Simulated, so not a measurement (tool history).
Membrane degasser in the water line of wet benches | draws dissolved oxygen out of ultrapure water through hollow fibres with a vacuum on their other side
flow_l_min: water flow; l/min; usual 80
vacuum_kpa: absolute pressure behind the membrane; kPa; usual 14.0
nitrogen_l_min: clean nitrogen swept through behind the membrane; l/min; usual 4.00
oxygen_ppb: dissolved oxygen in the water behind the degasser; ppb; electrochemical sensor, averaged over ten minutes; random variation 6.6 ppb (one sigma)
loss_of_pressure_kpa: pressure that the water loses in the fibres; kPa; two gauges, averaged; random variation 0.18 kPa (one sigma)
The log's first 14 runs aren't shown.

run,hour,flow_l_min,vacuum_kpa,nitrogen_l_min,hours since the membrane was changed,hours since the vacuum gauge was calibrated,hours since the vacuum lines were made tight,oxygen_ppb,loss_of_pressure_kpa
15,1767.5,49,14.0,4.00,6589,1208,1889,436.6,21.10
16,1939.7,49,14.0,4.00,6762,1380,2061,444.9,21.18
17,2061.2,49,14.0,4.00,6883,1501,2182,447.2,21.06
18,2214.2,102,23.6,8.00,7036,1654,2335,916.1,44.14
19,2331.4,54,34.1,4.28,7153,1772,2453,977.4,23.40
20,2469.8,64,34.1,5.81,7292,1910,2591,911.4,27.66
# hour 2525.4: seals of the vacuum lines changed
21,2608.5,64,34.1,5.81,7428,2047,83,917.9,27.71
22,2747.2,64,34.1,5.81,7567,2185,222,911.6,28.02
23,2912.8,101,14.0,3.37,7733,2351,387,981.6,44.56
24,3058.9,113,14.0,4.00,7879,2497,534,1008.4,49.32
25,3181.4,89,16.4,4.00,8001,2620,656,907.5,38.90
26,3351.4,89,16.4,4.00,8171,2790,826,905.8,39.10
27,3513.3,93,14.0,11.83,8333,2951,988,551.5,40.78
28,3618.7,93,14.0,11.83,8439,3057,1093,551.7,41.27
29,3759.2,104,20.9,4.00,8579,3197,1234,1240.0,45.88
30,3888.8,104,20.9,4.00,8709,3327,1363,1249.3,46.01
# hour 3909.1: membrane cartridge changed
31,4063.6,104,20.9,4.00,154,3498,1534,1174.7,42.29
32,4163.6,88,14.0,3.52,254,3598,1634,805.9,35.72

4 ways to go on from here, each from the tool as it stands after run 32. What would each give?
A,4278.2,99,14.0,3.78,369,3712,1749,?,?
B,4278.2,88,16.7,3.52,369,3712,1749,?,?
C,4278.2,70,9.1,6.97,369,3712,1749,?,?
D,4278.2,86,15.2,10.40,369,3712,1749,?,?

run,oxygen_ppb,loss_of_pressure_kpa
A,865.5,40.32
B,902.8,35.62
C,328.9,28.50
D,474.5,35.03
Without the tool's hidden state the same runs would have given:
run,oxygen_ppb,loss_of_pressure_kpa
A,843.9,40.17
B,882.9,35.49
C,317.8,28.40
D,464.3,34.90
